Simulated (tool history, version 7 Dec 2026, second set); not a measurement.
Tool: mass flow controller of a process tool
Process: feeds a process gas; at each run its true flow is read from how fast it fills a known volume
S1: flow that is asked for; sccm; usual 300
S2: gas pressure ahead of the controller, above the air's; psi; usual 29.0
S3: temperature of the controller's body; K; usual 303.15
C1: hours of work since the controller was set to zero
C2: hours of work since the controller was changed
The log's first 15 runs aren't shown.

{"run": 16, "hour": 2687.9, "S1": 92, "S2": 29.0, "S3": 303.15, "C1": 3707, "C2": 3707, "true flow (%)": 96.24}
{"run": 17, "hour": 2939.1, "S1": 92, "S2": 29.0, "S3": 303.15, "C1": 3827, "C2": 3827, "true flow (%)": 96.17}
{"run": 18, "hour": 3155.6, "S1": 92, "S2": 29.0, "S3": 303.15, "C1": 3931, "C2": 3931, "true flow (%)": 96.11}
{"run": 19, "hour": 3369.6, "S1": 132, "S2": 24.7, "S3": 293.15, "C1": 4033, "C2": 4033, "true flow (%)": 96.92}
{"run": 20, "hour": 3553.5, "S1": 300, "S2": 24.8, "S3": 302.15, "C1": 4121, "C2": 4121, "true flow (%)": 100.02}
{"run": 21, "hour": 3658.7, "S1": 300, "S2": 24.8, "S3": 302.15, "C1": 4171, "C2": 4171, "true flow (%)": 100.08}
{"run": 22, "hour": 3909.8, "S1": 378, "S2": 29.0, "S3": 303.15, "C1": 4291, "C2": 4291, "true flow (%)": 100.66}
{"run": 23, "hour": 4015.4, "S1": 300, "S2": 29.0, "S3": 310.15, "C1": 4342, "C2": 4342, "true flow (%)": 100.29}
{"run": 24, "hour": 4225.3, "S1": 300, "S2": 29.0, "S3": 310.15, "C1": 4442, "C2": 4442, "true flow (%)": 100.38}
{"run": 25, "hour": 4355.6, "S1": 353, "S2": 22.9, "S3": 305.15, "C1": 4505, "C2": 4505, "true flow (%)": 100.94}

The next listed run, before its measurement:
{"run": 26, "hour": 4595.8, "S1": 353, "S2": 22.9, "S3": 298.15, "C1": 4620, "C2": 4620, "true flow (%)": "?"}

true flow (%): 100.48
Without the tool's hidden state the same run would have given true flow (%) 99.34.
